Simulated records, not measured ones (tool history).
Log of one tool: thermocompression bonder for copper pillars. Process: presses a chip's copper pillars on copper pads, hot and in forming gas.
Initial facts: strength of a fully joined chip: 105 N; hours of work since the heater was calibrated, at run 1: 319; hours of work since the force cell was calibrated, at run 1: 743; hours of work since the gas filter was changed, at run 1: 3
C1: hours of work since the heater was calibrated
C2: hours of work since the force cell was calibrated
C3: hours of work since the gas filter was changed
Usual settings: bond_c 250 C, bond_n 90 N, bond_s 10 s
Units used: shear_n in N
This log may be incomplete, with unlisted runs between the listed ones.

run 1 hour=0.0 | bond_c=250 bond_n=90 bond_s=10 | C1=319 C2=743 C3=3 | shear_n=46.5
run 2 hour=17.0 | bond_c=247 bond_n=90 bond_s=10 | C1=329 C2=753 C3=13 | shear_n=43.5
run 3 hour=37.2 | bond_c=247 bond_n=123 bond_s=10 | C1=341 C2=766 C3=25 | shear_n=56.6
run 4 hour=51.0 | bond_c=247 bond_n=77 bond_s=10 | C1=350 C2=774 C3=34 | shear_n=37.4
run 5 hour=80.1 | bond_c=247 bond_n=77 bond_s=10 | C1=367 C2=792 C3=51 | shear_n=37.5
run 6 hour=104.4 | bond_c=247 bond_n=77 bond_s=10 | C1=382 C2=806 C3=66 | shear_n=37.6
run 7 hour=133.5 | bond_c=250 bond_n=90 bond_s=13 | C1=400 C2=824 C3=84 | shear_n=49.2
run 8 hour=161.3 | bond_c=250 bond_n=90 bond_s=13 | C1=417 C2=841 C3=100 | shear_n=49.5
run 9 hour=182.6 | bond_c=250 bond_n=90 bond_s=13 | C1=430 C2=854 C3=113 | shear_n=49.2
run 10 hour=205.8 | bond_c=250 bond_n=90 bond_s=13 | C1=444 C2=868 C3=128 | shear_n=48.3
run 11 hour=222.2 | bond_c=244 bond_n=90 bond_s=10 | C1=453 C2=878 C3=137 | shear_n=40.2
run 12 hour=249.4 | bond_c=272 bond_n=55 bond_s=10 | C1=470 C2=894 C3=154 | shear_n=37.7
-- hour=257.3 force cell calibrated
run 13 hour=280.1 | bond_c=232 bond_n=134 bond_s=18 | C1=488 C2=14 C3=172 | shear_n=56.8
run 14 hour=303.2 | bond_c=265 bond_n=57 bond_s=13 | C1=502 C2=28 C3=186 | shear_n=37.7
run 15 hour=332.0 | bond_c=237 bond_n=66 bond_s=6 | C1=519 C2=45 C3=203 | shear_n=20.8
run 16 hour=361.7 | bond_c=233 bond_n=66 bond_s=11 | C1=537 C2=63 C3=221 | shear_n=24.4
run 17 hour=379.6 | bond_c=233 bond_n=66 bond_s=11 | C1=548 C2=74 C3=232 | shear_n=24.8
run 18 hour=393.6 | bond_c=233 bond_n=66 bond_s=11 | C1=557 C2=83 C3=241 | shear_n=24.3
run 19 hour=419.1 | bond_c=233 bond_n=66 bond_s=11 | C1=572 C2=98 C3=256 | shear_n=24.4
-- hour=439.0 forming gas filter changed
run 20 hour=439.7 | bond_c=233 bond_n=66 bond_s=11 | C1=584 C2=110 C3=0 | shear_n=25.4
run 21 hour=463.0 | bond_c=267 bond_n=80 bond_s=5 | C1=598 C2=125 C3=15 | shear_n=37.0

What if the next run were any one of these 4? Each begins from the tool's condition after run 21:
run A hour=489.2 | bond_c=233 bond_n=90 bond_s=11 | C1=614 C2=140 C3=30 | shear_n=?
run B hour=489.2 | bond_c=226 bond_n=96 bond_s=24 | C1=614 C2=140 C3=30 | shear_n=?
run C hour=489.2 | bond_c=271 bond_n=100 bond_s=17 | C1=614 C2=140 C3=30 | shear_n=?
run D hour=489.2 | bond_c=228 bond_n=85 bond_s=7 | C1=614 C2=140 C3=30 | shear_n=?

run=A shear_n=33.9
run=B shear_n=44.2
run=C shear_n=70.7
run=D shear_n=24.3
With the hidden condition removed and each run's random variation left untouched, the same runs would have given:
run=A shear_n=37.5
run=B shear_n=48.7
run=C shear_n=74.8
run=D shear_n=27.2
